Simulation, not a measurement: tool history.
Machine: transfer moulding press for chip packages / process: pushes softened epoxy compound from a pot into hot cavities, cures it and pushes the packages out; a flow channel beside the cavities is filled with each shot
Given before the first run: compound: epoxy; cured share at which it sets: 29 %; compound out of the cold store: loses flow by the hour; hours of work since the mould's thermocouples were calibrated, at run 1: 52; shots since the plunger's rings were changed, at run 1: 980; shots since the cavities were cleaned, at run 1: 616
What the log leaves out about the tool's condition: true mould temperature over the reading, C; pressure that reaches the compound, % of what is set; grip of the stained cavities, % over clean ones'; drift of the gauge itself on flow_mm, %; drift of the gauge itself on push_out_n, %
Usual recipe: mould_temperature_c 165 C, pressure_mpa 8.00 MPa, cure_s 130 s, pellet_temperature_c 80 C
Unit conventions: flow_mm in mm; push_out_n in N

run	hour	mould_temperature_c	pressure_mpa	cure_s	pellet_temperature_c	hours of work since the mould's thermocouples were calibrated	shots since the plunger's rings were changed	shots since the cavities were cleaned	incoming compound's hours out of the cold store	flow_mm	push_out_n
1	0.0	165	8.00	130	80	52	980	616	32.4	797	680
# hour 17.7: cavities cleaned with cleaning compound and waxed
2	35.2	166	8.00	130	80	70	1266	149	24.6	823	498
3	64.2	165	8.00	130	80	86	1512	395	29.4	805	637
# hour 106.7: cavities cleaned with cleaning compound and waxed
4	113.9	165	7.52	130	80	112	1920	61	21.6	819	454
5	142.1	165	7.52	130	78	128	2159	300	10.6	870	598
6	178.1	165	8.00	130	80	148	2464	605	37.3	749	718
# hour 196.3: cavities cleaned with cleaning compound and waxed
7	208.2	165	8.60	130	80	163	2707	101	21.2	857	483
8	240.9	165	8.60	130	80	181	2983	377	17.5	875	599
9	280.0	165	8.00	147	80	203	3315	709	11.4	866	689
# hour 288.2: cavities cleaned with cleaning compound and waxed
10	322.3	165	8.00	147	80	225	3661	289	29.2	780	550
11	357.4	165	8.00	147	80	244	3958	586	43.2	712	664
# hour 376.3: cavities cleaned with cleaning compound and waxed
12	402.7	165	8.00	147	80	268	4329	223	40.9	715	519
13	440.9	165	9.27	130	80	289	4653	547	44.0	748	662
# hour 466.7: cavities cleaned with cleaning compound and waxed
14	470.5	165	8.00	130	80	305	4891	32	32.6	745	442
15	505.8	165	8.00	117	80	324	5190	331	13.2	854	662
# hour 540.7: plunger's sealing rings changed
16	540.7	170	8.00	164	80	342	0	606	44.3	747	645
# hour 557.8: cavities cleaned with cleaning compound and waxed
17	585.7	170	8.00	164	80	366	369	237	16.7	876	520
18	631.3	164	8.00	164	85	391	755	623	24.3	837	669
# hour 645.7: cavities cleaned with cleaning compound and waxed
19	673.8	164	8.00	164	85	413	1102	237	22.4	852	533
20	702.8	164	8.00	164	85	429	1348	483	45.1	728	633
21	725.4	158	9.63	133	74	441	1540	675	36.0	864	853
# hour 733.9: cavities cleaned with cleaning compound and waxed
22	750.1	165	9.16	130	89	454	1736	137	11.9	970	510
23	780.4	165	9.16	130	89	471	1993	394	37.5	807	631
24	805.4	166	9.16	130	89	484	2205	606	38.8	806	701
# hour 824.8: cavities cleaned with cleaning compound and waxed
25	839.6	162	8.00	114	80	502	2482	126	20.6	845	631
26	888.1	162	6.05	114	87	529	2893	537	22.8	730	844
# hour 912.9: cavities cleaned with cleaning compound and waxed
27	936.1	162	6.05	114	87	554	3287	197	45.0	622	630
28	964.5	161	9.67	118	83	570	3528	438	26.1	890	785
# hour 1002.7: cavities cleaned with cleaning compound and waxed
29	1011.8	165	6.70	161	88	595	3916	77	22.7	740	448

Alternative continuations, all from the tool just after run 29; predict every row:
A	1053.8	165	6.70	120	88	618	4272	433	29.3	?	?
B	1053.8	165	6.70	141	77	618	4272	433	43.2	?	?
C	1053.8	163	9.50	161	88	618	4272	433	36.2	?	?

run	flow_mm	push_out_n
A	716	670
B	647	628
C	809	625
Had the tool no hidden state, the same runs would have come out as:
run	flow_mm	push_out_n
A	765	443
B	691	407
C	865	401
